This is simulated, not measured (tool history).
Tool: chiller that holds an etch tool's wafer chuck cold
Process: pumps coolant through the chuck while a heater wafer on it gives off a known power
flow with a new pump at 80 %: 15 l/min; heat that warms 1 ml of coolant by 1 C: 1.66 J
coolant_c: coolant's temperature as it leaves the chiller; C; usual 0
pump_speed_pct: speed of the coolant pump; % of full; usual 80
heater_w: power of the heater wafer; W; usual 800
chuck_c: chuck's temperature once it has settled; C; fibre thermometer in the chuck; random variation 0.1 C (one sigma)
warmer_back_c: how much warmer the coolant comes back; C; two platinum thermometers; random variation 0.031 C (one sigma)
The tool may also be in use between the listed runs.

run 1 hour=0 | coolant_c=0 pump_speed_pct=80 heater_w=800 | chuck_c=6.1 warmer_back_c=2.07
run 2 hour=104.3 | coolant_c=0 pump_speed_pct=80 heater_w=800 | chuck_c=6.1 warmer_back_c=2.04
run 3 hour=173.4 | coolant_c=0 pump_speed_pct=80 heater_w=800 | chuck_c=6.1 warmer_back_c=2.06
run 4 hour=218.7 | coolant_c=0 pump_speed_pct=80 heater_w=444 | chuck_c=3.4 warmer_back_c=1.15
run 5 hour=298.3 | coolant_c=0 pump_speed_pct=80 heater_w=444 | chuck_c=3.6 warmer_back_c=1.19
run 6 hour=365.7 | coolant_c=0 pump_speed_pct=80 heater_w=1160 | chuck_c=8.9 warmer_back_c=3.01
run 7 hour=453.7 | coolant_c=0 pump_speed_pct=80 heater_w=1160 | chuck_c=9.1 warmer_back_c=3.05
run 8 hour=535.6 | coolant_c=0 pump_speed_pct=80 heater_w=674 | chuck_c=5.3 warmer_back_c=1.73
run 9 hour=623.9 | coolant_c=0 pump_speed_pct=80 heater_w=674 | chuck_c=5.4 warmer_back_c=1.77
run 10 hour=678 | coolant_c=0 pump_speed_pct=80 heater_w=520 | chuck_c=4.2 warmer_back_c=1.31
run 11 hour=727.1 | coolant_c=0 pump_speed_pct=80 heater_w=520 | chuck_c=3.9 warmer_back_c=1.4
run 12 hour=812.2 | coolant_c=0 pump_speed_pct=80 heater_w=800 | chuck_c=6.2 warmer_back_c=2.06
run 13 hour=856.7 | coolant_c=0 pump_speed_pct=80 heater_w=800 | chuck_c=6.3 warmer_back_c=2.11
run 14 hour=924 | coolant_c=0 pump_speed_pct=80 heater_w=800 | chuck_c=6.1 warmer_back_c=2.14
run 15 hour=974.4 | coolant_c=0 pump_speed_pct=80 heater_w=800 | chuck_c=6 warmer_back_c=2.1
run 16 hour=1072.2 | coolant_c=0 pump_speed_pct=88 heater_w=800 | chuck_c=5.5 warmer_back_c=1.85
run 17 hour=1162.3 | coolant_c=0 pump_speed_pct=88 heater_w=800 | chuck_c=5.6 warmer_back_c=1.88
run 18 hour=1238.2 | coolant_c=-6 pump_speed_pct=84 heater_w=661 | chuck_c=-1.6 warmer_back_c=1.65
run 19 hour=1310.4 | coolant_c=-6 pump_speed_pct=84 heater_w=661 | chuck_c=-1.7 warmer_back_c=1.6
run 20 hour=1371.4 | coolant_c=5 pump_speed_pct=85 heater_w=661 | chuck_c=9.3 warmer_back_c=1.68
run 21 hour=1473.3 | coolant_c=0 pump_speed_pct=80 heater_w=883 | chuck_c=6.2 warmer_back_c=2.34
run 22 hour=1573.4 | coolant_c=0 pump_speed_pct=80 heater_w=882 | chuck_c=6.2 warmer_back_c=2.41
run 23 hour=1662.4 | coolant_c=-6 pump_speed_pct=90 heater_w=800 | chuck_c=-1.3 warmer_back_c=1.68
run 24 hour=1760.9 | coolant_c=-6 pump_speed_pct=88 heater_w=827 | chuck_c=-0.9 warmer_back_c=1.82
run 25 hour=1842.4 | coolant_c=-2 pump_speed_pct=83 heater_w=783 | chuck_c=3 warmer_back_c=1.85
run 26 hour=1912.5 | coolant_c=-2 pump_speed_pct=83 heater_w=783 | chuck_c=2.9 warmer_back_c=1.81
run 27 hour=2009.5 | coolant_c=1 pump_speed_pct=83 heater_w=1039 | chuck_c=7.6 warmer_back_c=2.41
run 28 hour=2099.2 | coolant_c=3 pump_speed_pct=60 heater_w=800 | chuck_c=9.6 warmer_back_c=2.65
run 29 hour=2155.5 | coolant_c=3 pump_speed_pct=79 heater_w=1101 | chuck_c=10.4 warmer_back_c=2.71
run 30 hour=2204.8 | coolant_c=0 pump_speed_pct=71 heater_w=800 | chuck_c=5.6 warmer_back_c=2.19
run 31 hour=2273.9 | coolant_c=9 pump_speed_pct=80 heater_w=800 | chuck_c=14.4 warmer_back_c=1.91

Taken out of this log: 4 entries between the listed runs. Where each belongs, and how the hidden state differs across it:
Between runs 10 and 11: chiller's thermometer calibrated (hour 693.7)
  heat passed by the chuck's channels, % of clean ones': 86.1 -> 86; flow at a given pump speed, % of a new pump's: 92.7 -> 92.6; coolant's true temperature over the reading, C: 0.3 -> -0.01
  measured less the result without the state, chuck_c: +0.9 -> +0.6 C; warmer_back_c: +0.1 -> +0.1 C
Between runs 17 and 18: coolant changed, channels flushed (hour 1235.6)
  heat passed by the chuck's channels, % of clean ones': 84.9 -> 99.9; flow at a given pump speed, % of a new pump's: 91.8 -> 91.6; coolant's true temperature over the reading, C: 0.02 -> 0.03
  measured less the result without the state, chuck_c: +1 -> +0.3 C; warmer_back_c: +0.16 -> +0.14 C
Between runs 19 and 20: coolant pump overhauled (hour 1323.3)
  heat passed by the chuck's channels, % of clean ones': 99.7 -> 99.6; flow at a given pump speed, % of a new pump's: 91.5 -> 89.3; coolant's true temperature over the reading, C: 0.03 -> 0.04
  measured less the result without the state, chuck_c: +0.3 -> +0.3 C; warmer_back_c: +0.14 -> +0.18 C
Between runs 22 and 23: coolant pump overhauled, once more (hour 1637.5)
  heat passed by the chuck's channels, % of clean ones': 99.1 -> 98.9; flow at a given pump speed, % of a new pump's: 88.9 -> 100.2
  measured less the result without the state, chuck_c: +0.5 -> +0.1 C; warmer_back_c: +0.26 -> +0 C
